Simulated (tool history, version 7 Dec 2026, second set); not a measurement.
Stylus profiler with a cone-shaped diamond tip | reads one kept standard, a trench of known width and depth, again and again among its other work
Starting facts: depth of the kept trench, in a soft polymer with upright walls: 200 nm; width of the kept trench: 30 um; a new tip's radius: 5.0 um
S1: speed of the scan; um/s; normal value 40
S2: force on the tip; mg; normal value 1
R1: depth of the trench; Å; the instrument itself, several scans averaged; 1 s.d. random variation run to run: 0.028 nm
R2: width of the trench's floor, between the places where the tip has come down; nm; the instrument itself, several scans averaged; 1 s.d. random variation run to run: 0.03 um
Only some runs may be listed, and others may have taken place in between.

Run 1, hour 0: usual settings. Result: R1 2012.7 Å, R2 26050 nm.
Run 2, hour 10.7: usual settings. Result: R1 2012.9 Å, R2 26080 nm.
Run 3, hour 19.9: usual settings but S2 2.05 mg. Result: R1 2019.6 Å, R2 26160 nm.
Run 4, hour 36.8: usual settings but S2 2.05 mg. Result: R1 2020.3 Å, R2 26170 nm.
Run 5, hour 47: usual settings but S1 37 um/s. Result: R1 2012.8 Å, R2 26060 nm.
Run 6, hour 64: usual settings but S1 37 um/s. Result: R1 2013.1 Å, R2 26020 nm.
Run 7, hour 76.6: usual settings. Result: R1 2012.7 Å, R2 26000 nm.
Run 8, hour 92: usual settings but S1 41 um/s. Result: R1 2012.5 Å, R2 26020 nm.
Run 9, hour 109.6: usual settings. Result: R1 2013.1 Å, R2 25990 nm.
Run 10, hour 123.4: usual settings but S1 21 um/s. Result: R1 2013.4 Å, R2 26120 nm.
Run 11, hour 138.1: usual settings but S1 21 um/s. Result: R1 2013 Å, R2 26080 nm.
Run 12, hour 152.2: usual settings. Result: R1 2013.4 Å, R2 25940 nm.
Run 13, hour 170.5: usual settings. Result: R1 2013.4 Å, R2 25990 nm.
Run 14, hour 186: usual settings. Result: R1 2013.1 Å, R2 25930 nm.
Run 15, hour 201.4: usual settings. Result: R1 2013.6 Å, R2 25980 nm.
Run 16, hour 218.3: usual settings but S2 2.47 mg. Result: R1 2022.4 Å, R2 26110 nm.
Run 17, hour 228.8: usual settings but S2 2.47 mg. Result: R1 2022.1 Å, R2 25980 nm.
Run 18, hour 249.2: usual settings but S2 0.59 mg. Result: R1 2010.1 Å, R2 25870 nm.
Run 19, hour 260.6: usual settings. Result: R1 2013.5 Å, R2 25900 nm.
Run 20, hour 274.7: usual settings. Result: R1 2013.4 Å, R2 25940 nm.
Run 21, hour 288.9: usual settings. Result: R1 2013.2 Å, R2 25940 nm.
Run 22, hour 307.6: usual settings. Result: R1 2012.8 Å, R2 25900 nm.
Run 23, hour 322.8: usual settings. Result: R1 2013.7 Å, R2 25900 nm.
Run 24, hour 340: usual settings but S1 89 um/s, S2 0.65 mg. Result: R1 2010.7 Å, R2 25520 nm.
Run 25, hour 354.9: usual settings but S2 1.93 mg. Result: R1 2019.8 Å, R2 25960 nm.
Run 26, hour 366.7: usual settings but S1 59 um/s, S2 2.23 mg. Result: R1 2021.3 Å, R2 25880 nm.
Run 27, hour 380.8: usual settings but S1 41 um/s, S2 0.95 mg. Result: R1 2013.4 Å, R2 25870 nm.
Run 28, hour 402.9: usual settings but S1 59 um/s, S2 0.34 mg. Result: R1 2007.5 Å, R2 25510 nm.
Run 29, hour 423: usual settings but S1 23 um/s, S2 1.51 mg. Result: R1 2016.6 Å, R2 25970 nm.
Run 30, hour 432.6: usual settings but S1 23 um/s, S2 1.51 mg. Result: R1 2016.9 Å, R2 25950 nm.
Run 31, hour 448.7: usual settings but S1 23 um/s, S2 1.51 mg. Result: R1 2016.5 Å, R2 25980 nm.
Run 32, hour 460.6: usual settings but S1 51 um/s, S2 1.33 mg. Result: R1 2015.6 Å, R2 25770 nm.
Run 33, hour 482.5: usual settings but S1 51 um/s, S2 1.33 mg. Result: R1 2015.6 Å, R2 25820 nm.
At hour 484.4: height scale calibrated on a step standard.
Run 34, hour 500.3: usual settings but S1 51 um/s, S2 1.33 mg. Result: R1 2016.8 Å, R2 25770 nm.
Run 35, hour 517: usual settings but S1 11 um/s, S2 0.9 mg. Result: R1 2013.6 Å, R2 25920 nm.
Run 36, hour 539: usual settings but S1 49 um/s, S2 1.81 mg. Result: R1 2020.5 Å, R2 25810 nm.
Run 37, hour 548.2: usual settings but S1 19 um/s, S2 1.45 mg. Result: R1 2017.9 Å, R2 25900 nm.
Run 38, hour 561.4: usual settings but S2 1.09 mg. Result: R1 2015.4 Å, R2 25710 nm.
Run 39, hour 572.1: usual settings but S1 66 um/s, S2 1.01 mg. Result: R1 2015.1 Å, R2 25640 nm.
Run 40, hour 583.8: usual settings but S1 17 um/s. Result: R1 2014.4 Å, R2 25880 nm.
Run 41, hour 599.6: usual settings but S1 17 um/s. Result: R1 2014.4 Å, R2 25880 nm.

What will run 42 give?
Run 42, hour 610.8: usual settings but S1 130 um/s, S2 0.33 mg. Result: R1 ?, R2 ?.

Logged for run 42: R1 2008.9 Å, R2 24680 nm.
On a tool with no hidden condition, and with the same random variation, this run would have come out at R1 2005.3 Å, R2 25910 nm.
